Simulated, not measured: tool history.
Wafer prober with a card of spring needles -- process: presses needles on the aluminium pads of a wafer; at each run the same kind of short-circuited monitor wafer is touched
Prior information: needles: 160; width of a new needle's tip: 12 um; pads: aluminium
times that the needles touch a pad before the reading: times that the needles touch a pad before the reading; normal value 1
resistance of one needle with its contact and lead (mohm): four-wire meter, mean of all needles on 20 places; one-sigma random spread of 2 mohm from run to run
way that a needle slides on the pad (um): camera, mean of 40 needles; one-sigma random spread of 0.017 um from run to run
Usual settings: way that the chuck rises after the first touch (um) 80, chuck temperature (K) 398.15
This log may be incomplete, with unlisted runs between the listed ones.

run,day,way that the chuck rises after the first touch (um),chuck temperature (K),times that the needles touch a pad before the reading,resistance of one needle with its contact and lead (mohm),way that a needle slides on the pad (um)
1,0.000,80,398.15,1,313,15.45
# day 0.312: tips cleaned on abrasive film
# day 1.071: tips cleaned on abrasive film
2,1.125,80,398.15,1,247,15.47
# day 1.850: tips cleaned on abrasive film
3,2.325,80,398.15,1,316,15.44
# day 2.679: tips cleaned on abrasive film
# day 3.425: tips cleaned on abrasive film
4,3.583,80,398.15,1,274,15.37
# day 4.217: tips cleaned on abrasive film
5,4.408,80,398.15,1,284,15.36
# day 4.979: tips cleaned on abrasive film
# day 5.204: height of the first contact set anew
# day 5.738: tips cleaned on abrasive film
6,5.942,80,398.15,1,283,15.48
# day 6.588: tips cleaned on abrasive film
# day 7.354: tips cleaned on abrasive film
7,7.504,80,398.15,1,275,15.46
# day 7.767: tips cleaned on abrasive film, once more
8,8.346,80,398.15,1,327,15.43
# day 8.642: tips cleaned on abrasive film
# day 9.408: tips cleaned on abrasive film
9,9.788,80,398.15,1,309,15.39
# day 10.171: tips cleaned on abrasive film
10,10.858,80,398.15,1,330,15.34
# day 10.967: tips cleaned on abrasive film
# day 11.712: height of the first contact set anew
# day 11.888: tips cleaned on abrasive film
11,12.183,80,398.15,1,293,15.48
# day 12.638: tips cleaned on abrasive film
12,13.362,70,398.15,1,372,13.55
# day 13.508: tips cleaned on abrasive film
# day 14.392: tips cleaned on abrasive film
13,15.075,80,398.15,1,333,15.42
# day 15.154: tips cleaned on abrasive film
# day 15.958: tips cleaned on abrasive film
# day 16.704: tips cleaned on abrasive film
14,16.704,80,398.15,1,237,15.38
# day 17.521: tips cleaned on abrasive film
15,17.929,80,398.15,1,309,15.34
# day 18.254: height of the first contact set anew
# day 18.417: tips cleaned on abrasive film
# day 19.175: tips cleaned on abrasive film
16,19.733,80,398.15,1,330,15.47
# day 20.042: tips cleaned on abrasive film
# day 20.871: tips cleaned on abrasive film
17,21.158,80,398.15,1,302,15.43
# day 21.721: tips cleaned on abrasive film
18,22.058,61,366.15,1,358,11.70
# day 22.575: tips cleaned on abrasive film
# day 23.454: tips cleaned on abrasive film
19,23.617,61,366.15,1,301,11.68
# day 24.321: tips cleaned on abrasive film
# day 24.696: height of the first contact set anew
20,24.712,61,366.15,1,381,11.81
# day 25.096: tips cleaned on abrasive film
# day 25.946: tips cleaned on abrasive film
21,26.392,86,329.15,1,305,16.65
# day 26.758: tips cleaned on abrasive film
22,27.300,86,394.15,1,316,16.59
# day 27.579: tips cleaned on abrasive film
# day 28.358: tips cleaned on abrasive film
23,28.988,62,299.15,2,335,11.93
# day 29.117: tips cleaned on abrasive film
# day 29.871: tips cleaned on abrasive film
# day 30.625: tips cleaned on abrasive film
24,30.808,80,305.15,3,231,15.34
# day 31.200: height of the first contact set anew
# day 31.462: tips cleaned on abrasive film
# day 32.250: tips cleaned on abrasive film
25,32.617,80,300.15,1,298,15.45
# day 33.029: tips cleaned on abrasive film
26,33.458,81,315.15,1,312,15.63
# day 33.942: tips cleaned on abrasive film
# day 34.754: tips cleaned on abrasive film
27,34.850,81,315.15,1,242,15.57
# day 35.529: tips cleaned on abrasive film
28,35.975,81,303.15,1,316,15.56
# day 36.279: tips cleaned on abrasive film
# day 37.108: tips cleaned on abrasive film
29,37.558,75,302.15,1,336,14.37
# day 37.662: height of the first contact set anew
# day 37.921: tips cleaned on abrasive film
30,38.521,73,361.15,1,366,14.12

Below, some changes in resistance of one needle with its contact and lead (mohm) between adjacent runs. For each, the amount present without the hidden state too (settings, incoming material, random variation) and the amount remaining for the hidden state with gauge scatter not shared by both compared results:
The hidden state here: debris on the tips, nm; way that the needles fall short of the set height, um; tips' diameter, um; drift of the gauge itself on contact_mohm, %; drift of the gauge itself on scrub_um, %.
Run 13 -> 14: tips cleaned on abrasive film, tips cleaned on abrasive film, tips cleaned on abrasive film. resistance of one needle with its contact and lead (mohm) -96: hidden state -100, all else +4.
Run 19 -> 20: tips cleaned on abrasive film, height of the first contact set anew. resistance of one needle with its contact and lead (mohm) +80: hidden state +76, all else +4.
Run 23 -> 24: way that the chuck rises after the first touch (um) 62 -> 80, chuck temperature (K) 299.15 -> 305.15, times that the needles touch a pad before the reading 2 -> 3, tips cleaned on abrasive film, tips cleaned on abrasive film, tips cleaned on abrasive film. resistance of one needle with its contact and lead (mohm) -104: hidden state -104, all else +0.
Run 27 -> 28: chuck temperature (K) 315.15 -> 303.15, tips cleaned on abrasive film. resistance of one needle with its contact and lead (mohm) +74: hidden state +77, all else -3.
